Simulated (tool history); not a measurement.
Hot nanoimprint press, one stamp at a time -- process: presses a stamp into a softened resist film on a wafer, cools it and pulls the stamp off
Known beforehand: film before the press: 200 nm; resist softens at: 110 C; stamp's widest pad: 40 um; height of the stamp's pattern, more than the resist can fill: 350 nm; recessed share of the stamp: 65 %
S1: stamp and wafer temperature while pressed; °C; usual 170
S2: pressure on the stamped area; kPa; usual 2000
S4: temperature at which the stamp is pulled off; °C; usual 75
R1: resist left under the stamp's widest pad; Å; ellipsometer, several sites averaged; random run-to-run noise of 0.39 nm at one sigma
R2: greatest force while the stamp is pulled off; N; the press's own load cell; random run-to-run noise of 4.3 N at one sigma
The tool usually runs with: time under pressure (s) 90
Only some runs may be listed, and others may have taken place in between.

{"run": 1, "hour": 0.0, "S1": 170, "S2": 2000, "time under pressure (s)": 90, "S4": 75, "R1": 837, "R2": 219}
{"run": 2, "hour": 80.5, "S1": 170, "S2": 2000, "time under pressure (s)": 90, "S4": 62, "R1": 836, "R2": 289}
{"hour": 97.1, "done": "plate thermocouple calibrated"}
{"hour": 133.2, "done": "press's hydraulic seals changed and the load cell set to zero"}
{"run": 3, "hour": 167.9, "S1": 170, "S2": 2000, "time under pressure (s)": 90, "S4": 62, "R1": 829, "R2": 297}
{"run": 4, "hour": 212.6, "S1": 170, "S2": 2000, "time under pressure (s)": 90, "S4": 62, "R1": 819, "R2": 289}
{"run": 5, "hour": 257.7, "S1": 170, "S2": 2000, "time under pressure (s)": 90, "S4": 75, "R1": 831, "R2": 217}
{"run": 6, "hour": 300.1, "S1": 170, "S2": 2000, "time under pressure (s)": 90, "S4": 75, "R1": 826, "R2": 209}
{"hour": 329.7, "done": "stamp cleaned and given a new release coat"}
{"run": 7, "hour": 383.1, "S1": 170, "S2": 2940, "time under pressure (s)": 90, "S4": 75, "R1": 685, "R2": 215}
{"run": 8, "hour": 438.7, "S1": 177, "S2": 2000, "time under pressure (s)": 90, "S4": 75, "R1": 554, "R2": 213}
{"run": 9, "hour": 485.3, "S1": 177, "S2": 2000, "time under pressure (s)": 90, "S4": 75, "R1": 558, "R2": 217}
{"run": 10, "hour": 524.6, "S1": 170, "S2": 2000, "time under pressure (s)": 71, "S4": 75, "R1": 902, "R2": 219}
{"run": 11, "hour": 572.2, "S1": 170, "S2": 2000, "time under pressure (s)": 71, "S4": 75, "R1": 908, "R2": 211}
{"run": 12, "hour": 634.0, "S1": 170, "S2": 2000, "time under pressure (s)": 71, "S4": 75, "R1": 906, "R2": 213}
{"run": 13, "hour": 680.3, "S1": 170, "S2": 2000, "time under pressure (s)": 71, "S4": 75, "R1": 905, "R2": 222}
{"hour": 694.5, "done": "plate thermocouple calibrated"}
{"hour": 739.3, "done": "stamp cleaned and given a new release coat"}
{"run": 14, "hour": 757.1, "S1": 170, "S2": 2000, "time under pressure (s)": 71, "S4": 75, "R1": 906, "R2": 215}
{"run": 15, "hour": 799.8, "S1": 170, "S2": 2000, "time under pressure (s)": 71, "S4": 75, "R1": 904, "R2": 219}
{"run": 16, "hour": 862.0, "S1": 170, "S2": 2000, "time under pressure (s)": 170, "S4": 75, "R1": 641, "R2": 210}
{"run": 17, "hour": 917.5, "S1": 172, "S2": 2170, "time under pressure (s)": 90, "S4": 63, "R1": 707, "R2": 279}
{"run": 18, "hour": 963.9, "S1": 172, "S2": 2170, "time under pressure (s)": 90, "S4": 63, "R1": 712, "R2": 285}
{"run": 19, "hour": 1021.3, "S1": 166, "S2": 2170, "time under pressure (s)": 133, "S4": 65, "R1": 865, "R2": 282}
{"run": 20, "hour": 1080.6, "S1": 170, "S2": 2910, "time under pressure (s)": 133, "S4": 75, "R1": 588, "R2": 213}
{"hour": 1145.9, "done": "stamp cleaned and given a new release coat"}
{"run": 21, "hour": 1146.9, "S1": 170, "S2": 2910, "time under pressure (s)": 133, "S4": 75, "R1": 584, "R2": 216}
{"run": 22, "hour": 1207.9, "S1": 172, "S2": 3020, "time under pressure (s)": 47, "S4": 75, "R1": 781, "R2": 216}
{"hour": 1288.3, "done": "plate thermocouple calibrated"}
{"run": 23, "hour": 1297.7, "S1": 165, "S2": 3020, "time under pressure (s)": 47, "S4": 78, "R1": 1148, "R2": 195}
{"run": 24, "hour": 1347.2, "S1": 179, "S2": 2000, "time under pressure (s)": 90, "S4": 75, "R1": 496, "R2": 216}
{"run": 25, "hour": 1397.6, "S1": 179, "S2": 2000, "time under pressure (s)": 90, "S4": 75, "R1": 496, "R2": 210}
{"run": 26, "hour": 1478.9, "S1": 175, "S2": 1730, "time under pressure (s)": 67, "S4": 83, "R1": 754, "R2": 176}
{"hour": 1556.0, "done": "stamp cleaned and given a new release coat"}
{"run": 27, "hour": 1569.9, "S1": 175, "S2": 1730, "time under pressure (s)": 67, "S4": 83, "R1": 753, "R2": 170}
{"run": 28, "hour": 1630.5, "S1": 176, "S2": 1470, "time under pressure (s)": 61, "S4": 61, "R1": 802, "R2": 293}

5 ways to go on from here, each from the tool as it stands after run 28. What would each give?
{"run": "A", "hour": 1677.5, "S1": 176, "S2": 1470, "time under pressure (s)": 143, "S4": 71, "R1": "?", "R2": "?"}
{"run": "B", "hour": 1677.5, "S1": 170, "S2": 2080, "time under pressure (s)": 48, "S4": 75, "R1": "?", "R2": "?"}
{"run": "C", "hour": 1677.5, "S1": 176, "S2": 1470, "time under pressure (s)": 73, "S4": 77, "R1": "?", "R2": "?"}
{"run": "D", "hour": 1677.5, "S1": 160, "S2": 2000, "time under pressure (s)": 170, "S4": 75, "R1": "?", "R2": "?"}
{"run": "E", "hour": 1677.5, "S1": 162, "S2": 2840, "time under pressure (s)": 119, "S4": 61, "R1": "?", "R2": "?"}

run=A R1=562 R2=250
run=B R1=1019 R2=216
run=C R1=744 R2=202
run=D R1=1166 R2=216
run=E R1=1019 R2=287
Without the tool's hidden state the same runs would have given:
run=A R1=561 R2=249
run=B R1=1017 R2=215
run=C R1=743 R2=201
run=D R1=1164 R2=215
run=E R1=1017 R2=286

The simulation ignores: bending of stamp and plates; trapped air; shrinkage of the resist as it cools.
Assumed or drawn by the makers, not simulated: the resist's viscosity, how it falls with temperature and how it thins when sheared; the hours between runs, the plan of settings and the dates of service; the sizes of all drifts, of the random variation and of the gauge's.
